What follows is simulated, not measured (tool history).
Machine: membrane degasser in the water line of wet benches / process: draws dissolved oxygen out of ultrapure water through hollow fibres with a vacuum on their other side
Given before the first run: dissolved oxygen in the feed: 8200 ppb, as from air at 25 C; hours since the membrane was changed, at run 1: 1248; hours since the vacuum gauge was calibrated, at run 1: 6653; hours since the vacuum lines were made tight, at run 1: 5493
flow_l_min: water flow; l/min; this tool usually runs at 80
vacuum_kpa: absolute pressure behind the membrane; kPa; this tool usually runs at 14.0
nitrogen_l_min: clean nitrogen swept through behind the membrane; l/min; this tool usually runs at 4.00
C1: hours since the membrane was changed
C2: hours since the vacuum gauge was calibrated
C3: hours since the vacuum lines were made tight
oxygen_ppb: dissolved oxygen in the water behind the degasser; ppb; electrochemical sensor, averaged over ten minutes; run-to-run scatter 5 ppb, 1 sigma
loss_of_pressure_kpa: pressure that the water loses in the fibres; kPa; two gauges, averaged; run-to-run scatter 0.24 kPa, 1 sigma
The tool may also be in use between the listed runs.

{"run": 1, "hour": 0.0, "flow_l_min": 80, "vacuum_kpa": 14.0, "nitrogen_l_min": 4.0, "C1": 1248, "C2": 6653, "C3": 5493, "oxygen_ppb": 507.2, "loss_of_pressure_kpa": 65.23}
{"run": 2, "hour": 51.3, "flow_l_min": 80, "vacuum_kpa": 14.0, "nitrogen_l_min": 10.12, "C1": 1299, "C2": 6704, "C3": 5544, "oxygen_ppb": 248.2, "loss_of_pressure_kpa": 65.34}
{"run": 3, "hour": 86.3, "flow_l_min": 80, "vacuum_kpa": 14.0, "nitrogen_l_min": 4.0, "C1": 1334, "C2": 6739, "C3": 5579, "oxygen_ppb": 514.5, "loss_of_pressure_kpa": 65.77}
{"run": 4, "hour": 141.0, "flow_l_min": 80, "vacuum_kpa": 14.0, "nitrogen_l_min": 4.0, "C1": 1389, "C2": 6794, "C3": 5634, "oxygen_ppb": 519.2, "loss_of_pressure_kpa": 65.14}
{"run": 5, "hour": 192.5, "flow_l_min": 80, "vacuum_kpa": 14.0, "nitrogen_l_min": 4.0, "C1": 1441, "C2": 6845, "C3": 5685, "oxygen_ppb": 527.9, "loss_of_pressure_kpa": 65.55}
{"run": 6, "hour": 229.2, "flow_l_min": 80, "vacuum_kpa": 14.0, "nitrogen_l_min": 4.0, "C1": 1477, "C2": 6882, "C3": 5722, "oxygen_ppb": 516.5, "loss_of_pressure_kpa": 65.36}
{"run": 7, "hour": 274.2, "flow_l_min": 80, "vacuum_kpa": 14.0, "nitrogen_l_min": 10.42, "C1": 1522, "C2": 6927, "C3": 5767, "oxygen_ppb": 252.3, "loss_of_pressure_kpa": 65.5}
{"run": 8, "hour": 311.1, "flow_l_min": 80, "vacuum_kpa": 14.0, "nitrogen_l_min": 4.0, "C1": 1559, "C2": 6964, "C3": 5804, "oxygen_ppb": 508.6, "loss_of_pressure_kpa": 65.21}
{"run": 9, "hour": 366.6, "flow_l_min": 60, "vacuum_kpa": 14.0, "nitrogen_l_min": 4.0, "C1": 1615, "C2": 7020, "C3": 5859, "oxygen_ppb": 389.6, "loss_of_pressure_kpa": 49.12}
{"hour": 387.9, "done": "vacuum gauge calibrated"}
{"run": 10, "hour": 393.8, "flow_l_min": 60, "vacuum_kpa": 14.0, "nitrogen_l_min": 4.0, "C1": 1641, "C2": 6, "C3": 5886, "oxygen_ppb": 402.2, "loss_of_pressure_kpa": 49.12}
{"run": 11, "hour": 444.1, "flow_l_min": 60, "vacuum_kpa": 14.0, "nitrogen_l_min": 4.0, "C1": 1692, "C2": 56, "C3": 5936, "oxygen_ppb": 398.6, "loss_of_pressure_kpa": 49.42}
{"run": 12, "hour": 469.6, "flow_l_min": 80, "vacuum_kpa": 14.0, "nitrogen_l_min": 4.0, "C1": 1717, "C2": 82, "C3": 5962, "oxygen_ppb": 535.1, "loss_of_pressure_kpa": 65.33}
{"run": 13, "hour": 495.2, "flow_l_min": 80, "vacuum_kpa": 14.0, "nitrogen_l_min": 4.0, "C1": 1743, "C2": 107, "C3": 5987, "oxygen_ppb": 527.1, "loss_of_pressure_kpa": 65.77}
{"run": 14, "hour": 537.3, "flow_l_min": 80, "vacuum_kpa": 14.0, "nitrogen_l_min": 4.0, "C1": 1785, "C2": 149, "C3": 6029, "oxygen_ppb": 527.5, "loss_of_pressure_kpa": 65.68}
{"run": 15, "hour": 591.4, "flow_l_min": 80, "vacuum_kpa": 14.0, "nitrogen_l_min": 4.0, "C1": 1839, "C2": 204, "C3": 6083, "oxygen_ppb": 527.4, "loss_of_pressure_kpa": 65.48}
{"run": 16, "hour": 634.2, "flow_l_min": 80, "vacuum_kpa": 14.0, "nitrogen_l_min": 4.0, "C1": 1882, "C2": 246, "C3": 6126, "oxygen_ppb": 534.8, "loss_of_pressure_kpa": 65.56}
{"hour": 651.7, "done": "vacuum gauge calibrated, once more"}
{"run": 17, "hour": 669.2, "flow_l_min": 80, "vacuum_kpa": 14.0, "nitrogen_l_min": 4.0, "C1": 1916, "C2": 17, "C3": 6161, "oxygen_ppb": 501.8, "loss_of_pressure_kpa": 65.42}
{"run": 18, "hour": 728.2, "flow_l_min": 60, "vacuum_kpa": 14.0, "nitrogen_l_min": 4.0, "C1": 1975, "C2": 77, "C3": 6220, "oxygen_ppb": 372.1, "loss_of_pressure_kpa": 49.66}
{"run": 19, "hour": 778.8, "flow_l_min": 80, "vacuum_kpa": 33.4, "nitrogen_l_min": 3.71, "C1": 2026, "C2": 127, "C3": 6270, "oxygen_ppb": 1268.8, "loss_of_pressure_kpa": 65.52}
{"run": 20, "hour": 811.4, "flow_l_min": 63, "vacuum_kpa": 25.1, "nitrogen_l_min": 5.01, "C1": 2059, "C2": 160, "C3": 6303, "oxygen_ppb": 610.2, "loss_of_pressure_kpa": 51.66}
{"run": 21, "hour": 853.8, "flow_l_min": 63, "vacuum_kpa": 25.1, "nitrogen_l_min": 5.01, "C1": 2101, "C2": 202, "C3": 6345, "oxygen_ppb": 617.7, "loss_of_pressure_kpa": 51.99}
{"run": 22, "hour": 879.7, "flow_l_min": 123, "vacuum_kpa": 19.1, "nitrogen_l_min": 4.0, "C1": 2127, "C2": 228, "C3": 6371, "oxygen_ppb": 1022.7, "loss_of_pressure_kpa": 101.19}
{"run": 23, "hour": 934.7, "flow_l_min": 123, "vacuum_kpa": 19.1, "nitrogen_l_min": 3.84, "C1": 2182, "C2": 283, "C3": 6426, "oxygen_ppb": 1073.0, "loss_of_pressure_kpa": 101.51}
{"run": 24, "hour": 988.1, "flow_l_min": 82, "vacuum_kpa": 28.4, "nitrogen_l_min": 6.64, "C1": 2235, "C2": 336, "C3": 6480, "oxygen_ppb": 711.7, "loss_of_pressure_kpa": 67.42}
{"run": 25, "hour": 1020.9, "flow_l_min": 64, "vacuum_kpa": 28.4, "nitrogen_l_min": 6.64, "C1": 2268, "C2": 369, "C3": 6512, "oxygen_ppb": 562.7, "loss_of_pressure_kpa": 52.75}
{"run": 26, "hour": 1057.4, "flow_l_min": 73, "vacuum_kpa": 14.0, "nitrogen_l_min": 6.17, "C1": 2305, "C2": 406, "C3": 6549, "oxygen_ppb": 333.8, "loss_of_pressure_kpa": 60.09}
{"run": 27, "hour": 1115.0, "flow_l_min": 80, "vacuum_kpa": 14.6, "nitrogen_l_min": 4.0, "C1": 2362, "C2": 463, "C3": 6607, "oxygen_ppb": 528.0, "loss_of_pressure_kpa": 65.76}
{"run": 28, "hour": 1176.9, "flow_l_min": 64, "vacuum_kpa": 10.0, "nitrogen_l_min": 6.05, "C1": 2424, "C2": 525, "C3": 6668, "oxygen_ppb": 194.9, "loss_of_pressure_kpa": 52.79}
{"run": 29, "hour": 1211.4, "flow_l_min": 64, "vacuum_kpa": 29.7, "nitrogen_l_min": 2.06, "C1": 2459, "C2": 560, "C3": 6703, "oxygen_ppb": 1490.3, "loss_of_pressure_kpa": 53.22}
{"run": 30, "hour": 1261.0, "flow_l_min": 64, "vacuum_kpa": 29.7, "nitrogen_l_min": 2.06, "C1": 2508, "C2": 609, "C3": 6753, "oxygen_ppb": 1502.1, "loss_of_pressure_kpa": 52.6}
{"run": 31, "hour": 1305.3, "flow_l_min": 64, "vacuum_kpa": 29.7, "nitrogen_l_min": 2.06, "C1": 2552, "C2": 654, "C3": 6797, "oxygen_ppb": 1483.2, "loss_of_pressure_kpa": 52.8}

For each run, the measured value with the value that run would have given without the tool's hidden condition subtracted. The run-to-run variation is shared by both, the gauge scatter possibly not:
Hidden state at play: membrane still open, %; true pressure behind the membrane over the reading, kPa; air that leaks in behind the membrane, l/min; drift of the gauge itself on oxygen_ppb, %; drift of the gauge itself on loss_of_pressure_kpa, %.
run=1 oxygen_ppb=+20.6 loss_of_pressure_kpa=+0.75
run=2 oxygen_ppb=+11.4 loss_of_pressure_kpa=+0.78
run=3 oxygen_ppb=+21.3 loss_of_pressure_kpa=+0.82
run=4 oxygen_ppb=+21.7 loss_of_pressure_kpa=+0.83
run=5 oxygen_ppb=+22.3 loss_of_pressure_kpa=+0.87
run=6 oxygen_ppb=+22.0 loss_of_pressure_kpa=+0.88
run=7 oxygen_ppb=+12.3 loss_of_pressure_kpa=+0.92
run=8 oxygen_ppb=+22.0 loss_of_pressure_kpa=+0.94
run=9 oxygen_ppb=+18.0 loss_of_pressure_kpa=+0.74
run=10 oxygen_ppb=+27.5 loss_of_pressure_kpa=+0.75
run=11 oxygen_ppb=+27.5 loss_of_pressure_kpa=+0.76
run=12 oxygen_ppb=+35.0 loss_of_pressure_kpa=+1.04
run=13 oxygen_ppb=+34.7 loss_of_pressure_kpa=+1.05
run=14 oxygen_ppb=+34.8 loss_of_pressure_kpa=+1.08
run=15 oxygen_ppb=+35.1 loss_of_pressure_kpa=+1.10
run=16 oxygen_ppb=+35.8 loss_of_pressure_kpa=+1.13
run=17 oxygen_ppb=+6.4 loss_of_pressure_kpa=+1.15
run=18 oxygen_ppb=+5.1 loss_of_pressure_kpa=+0.89
run=19 oxygen_ppb=+10.1 loss_of_pressure_kpa=+1.21
run=20 oxygen_ppb=+7.5 loss_of_pressure_kpa=+0.97
run=21 oxygen_ppb=+7.7 loss_of_pressure_kpa=+0.99
run=22 oxygen_ppb=+11.9 loss_of_pressure_kpa=+1.97
run=23 oxygen_ppb=+12.4 loss_of_pressure_kpa=+2.02
run=24 oxygen_ppb=+9.5 loss_of_pressure_kpa=+1.38
run=25 oxygen_ppb=+8.1 loss_of_pressure_kpa=+1.10
run=26 oxygen_ppb=+6.9 loss_of_pressure_kpa=+1.27
run=27 oxygen_ppb=+8.6 loss_of_pressure_kpa=+1.42
run=28 oxygen_ppb=+5.4 loss_of_pressure_kpa=+1.17
run=29 oxygen_ppb=+10.8 loss_of_pressure_kpa=+1.19
run=30 oxygen_ppb=+11.0 loss_of_pressure_kpa=+1.21
run=31 oxygen_ppb=+11.2 loss_of_pressure_kpa=+1.23
